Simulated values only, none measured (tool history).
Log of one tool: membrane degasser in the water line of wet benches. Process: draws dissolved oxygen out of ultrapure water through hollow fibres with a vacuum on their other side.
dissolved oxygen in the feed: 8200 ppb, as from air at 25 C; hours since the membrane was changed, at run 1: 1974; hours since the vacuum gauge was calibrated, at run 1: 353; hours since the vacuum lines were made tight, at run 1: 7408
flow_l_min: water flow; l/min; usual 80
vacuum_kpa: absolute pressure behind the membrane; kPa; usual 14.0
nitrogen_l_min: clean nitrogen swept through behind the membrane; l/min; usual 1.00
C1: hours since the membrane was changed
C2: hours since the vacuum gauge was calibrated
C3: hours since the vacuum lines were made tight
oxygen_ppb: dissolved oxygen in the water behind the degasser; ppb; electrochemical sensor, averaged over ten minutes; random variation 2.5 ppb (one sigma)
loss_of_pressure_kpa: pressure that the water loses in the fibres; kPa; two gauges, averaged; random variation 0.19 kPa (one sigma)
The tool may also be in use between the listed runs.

run 1 hour=0.0 | flow_l_min=80 vacuum_kpa=14.0 nitrogen_l_min=1.00 | C1=1974 C2=353 C3=7408 | oxygen_ppb=1310.2 loss_of_pressure_kpa=38.32
run 2 hour=66.1 | flow_l_min=80 vacuum_kpa=14.0 nitrogen_l_min=0.99 | C1=2040 C2=420 C3=7474 | oxygen_ppb=1320.7 loss_of_pressure_kpa=38.16
run 3 hour=97.9 | flow_l_min=80 vacuum_kpa=14.0 nitrogen_l_min=0.70 | C1=2072 C2=451 C3=7506 | oxygen_ppb=1604.2 loss_of_pressure_kpa=38.26
run 4 hour=141.8 | flow_l_min=80 vacuum_kpa=14.0 nitrogen_l_min=1.00 | C1=2116 C2=495 C3=7550 | oxygen_ppb=1312.0 loss_of_pressure_kpa=38.36
run 5 hour=179.2 | flow_l_min=80 vacuum_kpa=14.0 nitrogen_l_min=1.00 | C1=2153 C2=533 C3=7587 | oxygen_ppb=1311.4 loss_of_pressure_kpa=38.08
run 6 hour=208.7 | flow_l_min=80 vacuum_kpa=14.0 nitrogen_l_min=1.00 | C1=2183 C2=562 C3=7616 | oxygen_ppb=1311.7 loss_of_pressure_kpa=37.97
run 7 hour=243.0 | flow_l_min=80 vacuum_kpa=21.3 nitrogen_l_min=1.00 | C1=2217 C2=596 C3=7651 | oxygen_ppb=2020.1 loss_of_pressure_kpa=37.91
run 8 hour=311.7 | flow_l_min=80 vacuum_kpa=21.3 nitrogen_l_min=1.00 | C1=2286 C2=665 C3=7719 | oxygen_ppb=2014.6 loss_of_pressure_kpa=37.56
run 9 hour=371.0 | flow_l_min=80 vacuum_kpa=21.3 nitrogen_l_min=1.00 | C1=2345 C2=724 C3=7779 | oxygen_ppb=2015.0 loss_of_pressure_kpa=37.66
run 10 hour=401.1 | flow_l_min=80 vacuum_kpa=21.3 nitrogen_l_min=1.00 | C1=2375 C2=755 C3=7809 | oxygen_ppb=2015.7 loss_of_pressure_kpa=37.73
run 11 hour=458.8 | flow_l_min=80 vacuum_kpa=14.0 nitrogen_l_min=1.00 | C1=2433 C2=812 C3=7867 | oxygen_ppb=1314.8 loss_of_pressure_kpa=37.55
run 12 hour=520.8 | flow_l_min=80 vacuum_kpa=14.0 nitrogen_l_min=1.00 | C1=2495 C2=874 C3=7929 | oxygen_ppb=1309.2 loss_of_pressure_kpa=37.69
run 13 hour=572.7 | flow_l_min=80 vacuum_kpa=14.0 nitrogen_l_min=1.00 | C1=2547 C2=926 C3=7980 | oxygen_ppb=1316.6 loss_of_pressure_kpa=37.76
run 14 hour=621.7 | flow_l_min=80 vacuum_kpa=14.0 nitrogen_l_min=0.73 | C1=2596 C2=975 C3=8029 | oxygen_ppb=1579.8 loss_of_pressure_kpa=37.52
run 15 hour=682.7 | flow_l_min=80 vacuum_kpa=14.0 nitrogen_l_min=1.00 | C1=2657 C2=1036 C3=8090 | oxygen_ppb=1310.4 loss_of_pressure_kpa=37.35
run 16 hour=716.3 | flow_l_min=80 vacuum_kpa=14.0 nitrogen_l_min=1.00 | C1=2690 C2=1070 C3=8124 | oxygen_ppb=1309.5 loss_of_pressure_kpa=37.41
run 17 hour=768.4 | flow_l_min=80 vacuum_kpa=14.0 nitrogen_l_min=0.80 | C1=2743 C2=1122 C3=8176 | oxygen_ppb=1488.6 loss_of_pressure_kpa=37.52
run 18 hour=810.3 | flow_l_min=80 vacuum_kpa=8.8 nitrogen_l_min=0.41 | C1=2784 C2=1164 C3=8218 | oxygen_ppb=1175.2 loss_of_pressure_kpa=37.49
run 19 hour=838.7 | flow_l_min=68 vacuum_kpa=31.0 nitrogen_l_min=1.99 | C1=2813 C2=1192 C3=8246 | oxygen_ppb=1641.2 loss_of_pressure_kpa=31.46
run 20 hour=877.7 | flow_l_min=68 vacuum_kpa=31.0 nitrogen_l_min=1.99 | C1=2852 C2=1231 C3=8285 | oxygen_ppb=1640.4 loss_of_pressure_kpa=31.70
run 21 hour=906.2 | flow_l_min=76 vacuum_kpa=14.0 nitrogen_l_min=1.14 | C1=2880 C2=1260 C3=8314 | oxygen_ppb=1165.1 loss_of_pressure_kpa=35.16
-- hour=934.1 gauge calibrated
run 22 hour=941.7 | flow_l_min=76 vacuum_kpa=20.4 nitrogen_l_min=1.14 | C1=2916 C2=1295 C3=8349 | oxygen_ppb=1730.1 loss_of_pressure_kpa=36.30
run 23 hour=1004.0 | flow_l_min=63 vacuum_kpa=12.7 nitrogen_l_min=0.66 | C1=2978 C2=1357 C3=8412 | oxygen_ppb=1283.3 loss_of_pressure_kpa=30.13
run 24 hour=1051.4 | flow_l_min=98 vacuum_kpa=9.1 nitrogen_l_min=1.00 | C1=3026 C2=1405 C3=8459 | oxygen_ppb=907.9 loss_of_pressure_kpa=46.73
run 25 hour=1112.6 | flow_l_min=98 vacuum_kpa=9.1 nitrogen_l_min=1.00 | C1=3087 C2=1466 C3=8520 | oxygen_ppb=904.6 loss_of_pressure_kpa=46.37
run 26 hour=1141.8 | flow_l_min=98 vacuum_kpa=9.1 nitrogen_l_min=1.00 | C1=3116 C2=1495 C3=8549 | oxygen_ppb=906.8 loss_of_pressure_kpa=46.41
run 27 hour=1208.3 | flow_l_min=98 vacuum_kpa=9.1 nitrogen_l_min=1.00 | C1=3182 C2=1562 C3=8616 | oxygen_ppb=906.1 loss_of_pressure_kpa=46.70
run 28 hour=1253.4 | flow_l_min=98 vacuum_kpa=9.1 nitrogen_l_min=1.00 | C1=3228 C2=1607 C3=8661 | oxygen_ppb=905.6 loss_of_pressure_kpa=46.67
run 29 hour=1283.9 | flow_l_min=98 vacuum_kpa=9.1 nitrogen_l_min=0.40 | C1=3258 C2=1637 C3=8692 | oxygen_ppb=1387.4 loss_of_pressure_kpa=46.36
run 30 hour=1328.7 | flow_l_min=85 vacuum_kpa=8.6 nitrogen_l_min=2.20 | C1=3303 C2=1682 C3=8736 | oxygen_ppb=450.8 loss_of_pressure_kpa=40.07
run 31 hour=1356.6 | flow_l_min=66 vacuum_kpa=11.7 nitrogen_l_min=2.20 | C1=3331 C2=1710 C3=8764 | oxygen_ppb=526.9 loss_of_pressure_kpa=31.36
run 32 hour=1405.7 | flow_l_min=103 vacuum_kpa=11.7 nitrogen_l_min=0.90 | C1=3380 C2=1759 C3=8813 | oxygen_ppb=1354.9 loss_of_pressure_kpa=48.35

Forecast each of these 3 alternatives for the next run:
run A hour=1450.8 | flow_l_min=112 vacuum_kpa=30.8 nitrogen_l_min=1.59 | C1=3425 C2=1804 C3=8858 | oxygen_ppb=? loss_of_pressure_kpa=?
run B hour=1450.8 | flow_l_min=74 vacuum_kpa=11.5 nitrogen_l_min=0.64 | C1=3425 C2=1804 C3=8858 | oxygen_ppb=? loss_of_pressure_kpa=?
run C hour=1450.8 | flow_l_min=80 vacuum_kpa=25.7 nitrogen_l_min=0.68 | C1=3425 C2=1804 C3=8858 | oxygen_ppb=? loss_of_pressure_kpa=?

run=A oxygen_ppb=2639.7 loss_of_pressure_kpa=52.65
run=B oxygen_ppb=1280.4 loss_of_pressure_kpa=34.55
run=C oxygen_ppb=2916.3 loss_of_pressure_kpa=37.81
Without the tool's hidden state the same runs would have given:
run=A oxygen_ppb=2639.6 loss_of_pressure_kpa=53.42
run=B oxygen_ppb=1280.8 loss_of_pressure_kpa=35.06
run=C oxygen_ppb=2916.9 loss_of_pressure_kpa=38.36
